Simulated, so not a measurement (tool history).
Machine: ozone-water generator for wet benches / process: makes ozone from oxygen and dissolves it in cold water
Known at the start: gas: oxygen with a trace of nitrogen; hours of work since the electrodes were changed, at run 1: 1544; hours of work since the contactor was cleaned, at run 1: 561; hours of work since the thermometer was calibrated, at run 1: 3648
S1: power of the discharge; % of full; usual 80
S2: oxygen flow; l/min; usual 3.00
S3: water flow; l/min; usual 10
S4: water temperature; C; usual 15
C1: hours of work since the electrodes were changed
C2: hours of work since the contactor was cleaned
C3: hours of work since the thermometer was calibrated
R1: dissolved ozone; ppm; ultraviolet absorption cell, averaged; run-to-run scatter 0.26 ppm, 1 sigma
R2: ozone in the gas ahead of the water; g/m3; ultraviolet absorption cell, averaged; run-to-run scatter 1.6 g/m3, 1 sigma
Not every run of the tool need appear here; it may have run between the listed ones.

run    hour  S1    S2  S3  S4    C1    C2    C3    R1     R2
  1     0.0  80  3.00  10  15  1544   561  3648  38.3  283.7
  2    55.7  80  3.00  10  15  1581   598  3685  38.3  282.4
  3   100.8  80  3.00  10  14  1610   627  3714  39.3  279.1
  4   143.2  80  3.00  10  11  1638   655  3742  40.2  280.7
  5   182.1  80  3.00  10  11  1664   680  3767  40.5  280.0
  6   233.8  80  3.00  10  11  1698   714  3801  40.0  281.0
  7   287.4  80  3.00  10  11  1733   750  3837  40.1  280.1
  8   340.2  80  3.00  10  15  1768   784  3871  38.0  278.0
  9   401.8  80  3.00  10  15  1808   825  3912  38.2  280.2
 10   465.6  80  3.00  10  15  1850   867  3954  37.7  274.0
 11   530.5  80  3.00  10  15  1893   909  3996  37.8  278.3
 12   600.8  80  3.00  10  15  1939   955  4042  37.4  275.8
 13   667.6  80  3.00  10  15  1982   999  4086  37.1  278.0
 14   735.8  74  2.52  10  14  2027  1044  4131  35.3  283.6
 15   803.5  74  2.20  11  14  2072  1088  4175  32.0  302.4
 16   867.1  74  2.20  11  14  2113  1130  4217  32.1  303.1
 17   924.4  91  2.20  10  14  2151  1168  4255  40.9  357.0
 18   981.0  47  2.94  12  10  2188  1205  4292  22.1  177.9
 19  1020.5  84  3.70  12   8  2214  1231  4318  36.8  254.2
 20  1093.0  84  3.70  12   8  2262  1278  4365  36.7  254.7
 21  1130.0  80  4.22  10  15  2286  1303  4390  36.7  227.4
 22  1185.6  80  4.22  10  15  2322  1339  4426  36.7  229.7
 23  1244.3  40  3.00  10  15  2361  1378  4465  21.1  155.6
 24  1314.6  40  3.00  10  15  2407  1424  4511  21.1  156.7
 25  1378.6  62  3.00  10  15  2449  1466  4553  30.2  219.3
 26  1412.0  60  1.87  10  15  2471  1488  4575  27.8  274.1

Consider 4 possible next runs. They are alternatives, not a sequence: every one starts from the tool as it was left by run 26. What does each give?
  A  1446.3  80  3.34   6  10  2494  1510  4597   ?   ?
  B  1446.3  80  3.00  10  11  2494  1510  4597   ?   ?
  C  1446.3  44  4.81  10  15  2494  1510  4597   ?   ?
  D  1446.3  60  1.87   6   9  2494  1510  4597   ?   ?

run    R1     R2
  A  56.1  256.0
  B  38.5  271.4
  C  22.3  130.7
  D  44.9  275.7
What these runs would have given with no unlogged condition in the tool:
run    R1     R2
  A  62.0  279.6
  B  42.6  296.3
  C  23.7  137.1
  D  48.5  295.3
